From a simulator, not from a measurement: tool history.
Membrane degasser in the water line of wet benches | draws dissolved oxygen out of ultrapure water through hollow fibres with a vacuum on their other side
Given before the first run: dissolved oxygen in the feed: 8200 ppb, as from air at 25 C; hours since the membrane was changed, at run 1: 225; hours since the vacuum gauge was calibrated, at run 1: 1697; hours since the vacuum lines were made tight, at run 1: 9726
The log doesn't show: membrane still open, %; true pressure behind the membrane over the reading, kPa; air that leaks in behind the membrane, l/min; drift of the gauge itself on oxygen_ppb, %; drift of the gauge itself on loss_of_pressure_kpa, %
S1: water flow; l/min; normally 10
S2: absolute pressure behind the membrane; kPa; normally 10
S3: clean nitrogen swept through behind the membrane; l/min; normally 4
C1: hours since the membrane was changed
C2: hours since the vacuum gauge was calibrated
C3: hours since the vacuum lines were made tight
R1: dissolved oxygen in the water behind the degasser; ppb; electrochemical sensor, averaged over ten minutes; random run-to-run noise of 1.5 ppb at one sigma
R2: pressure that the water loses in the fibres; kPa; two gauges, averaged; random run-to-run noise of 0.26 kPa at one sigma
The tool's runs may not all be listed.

Run 1, hour 0: usual settings; C1 225; C2 1697; C3 9726. Result: R1 146.6 ppb, R2 69.56 kPa.
Run 2, hour 259.4: usual settings; C1 485; C2 1956; C3 9985. Result: R1 147 ppb, R2 70.15 kPa.
Run 3, hour 390.8: usual settings; C1 616; C2 2088; C3 10116. Result: R1 148.7 ppb, R2 69.83 kPa.
Run 4, hour 608.9: usual settings; C1 834; C2 2306; C3 10335. Result: R1 149.4 ppb, R2 69.77 kPa.
Run 5, hour 849.1: usual settings; C1 1074; C2 2546; C3 10575. Result: R1 147.4 ppb, R2 69.97 kPa.
Run 6, hour 1011.1: usual settings; C1 1236; C2 2708; C3 10737. Result: R1 147.9 ppb, R2 69.59 kPa.
Run 7, hour 1208.8: usual settings; C1 1434; C2 2906; C3 10934. Result: R1 148.7 ppb, R2 69.8 kPa.
Run 8, hour 1404.1: usual settings but S1 14 l/min; C1 1629; C2 3101; C3 11130. Result: R1 347.5 ppb, R2 97.58 kPa.
At hour 1542.8: vacuum gauge calibrated.
Run 9, hour 1585.1: usual settings but S1 14 l/min; C1 1810; C2 42; C3 11310. Result: R1 350.5 ppb, R2 97.19 kPa.
Run 10, hour 1842.2: usual settings; C1 2067; C2 299; C3 11567. Result: R1 148.9 ppb, R2 70.19 kPa.
Run 11, hour 2071.7: usual settings but S3 2.51 l/min; C1 2296; C2 529; C3 11797. Result: R1 173.3 ppb, R2 69.61 kPa.
Run 12, hour 2336.9: usual settings but S1 8 l/min, S2 16.5 kPa, S3 2.44 l/min; C1 2562; C2 794; C3 12062. Result: R1 161.3 ppb, R2 56.26 kPa.
Run 13, hour 2581.5: usual settings but S1 16 l/min, S2 20.9 kPa, S3 2.74 l/min; C1 2806; C2 1039; C3 12307. Result: R1 644.7 ppb, R2 112.45 kPa.
At hour 2629.7: seals of the vacuum lines changed.
Run 14, hour 2737.9: usual settings but S1 16 l/min, S2 9.6 kPa, S3 5.69 l/min; C1 2961; C2 1193; C3 108. Result: R1 448.3 ppb, R2 112.94 kPa.
Run 15, hour 2930.1: usual settings but S1 8 l/min, S3 8.27 l/min; C1 3153; C2 1385; C3 300. Result: R1 60.9 ppb, R2 56.01 kPa.
Run 16, hour 3120.3: usual settings but S2 7 kPa, S3 3.37 l/min; C1 3343; C2 1576; C3 491. Result: R1 132.6 ppb, R2 70.31 kPa.
Run 17, hour 3397.7: usual settings but S2 10.5 kPa, S3 4.16 l/min; C1 3620; C2 1853; C3 768. Result: R1 149.1 ppb, R2 69.72 kPa.
Run 18, hour 3550.9: usual settings but S2 10.5 kPa, S3 4.16 l/min; C1 3774; C2 2006; C3 921. Result: R1 150.6 ppb, R2 70.76 kPa.
Run 19, hour 3680.8: usual settings but S1 12 l/min, S2 7.3 kPa, S3 6.45 l/min; C1 3903; C2 2136; C3 1051. Result: R1 210 ppb, R2 84.29 kPa.
Run 20, hour 3901: usual settings but S1 8 l/min, S2 12.3 kPa, S3 6.45 l/min; C1 4124; C2 2356; C3 1271. Result: R1 73.9 ppb, R2 56.27 kPa.
Run 21, hour 4178.2: usual settings but S1 6 l/min, S3 3.83 l/min; C1 4401; C2 2633; C3 1548. Result: R1 39.5 ppb, R2 42.49 kPa.

3 options for the next run, each taken on its own from the tool as it stands now. Forecast them:
Run A, hour 4388.5: usual settings but S1 6 l/min, S2 13.1 kPa, S3 3.1 l/min; C1 4611; C2 2844; C3 1759. Result: R1 ?, R2 ?.
Run B, hour 4388.5: usual settings but S1 9 l/min, S2 23.3 kPa, S3 9.52 l/min; C1 4611; C2 2844; C3 1759. Result: R1 ?, R2 ?.
Run C, hour 4388.5: usual settings but S2 6.4 kPa, S3 1.7 l/min; C1 4611; C2 2844; C3 1759. Result: R1 ?, R2 ?.

run     R1     R2
  A   60.3     42
  B  121.6  63.09
  C  152.6  70.45
Without the tool's hidden state the same runs would have given:
run     R1     R2
  A   57.9  41.48
  B  116.3  62.31
  C  146.1  69.58
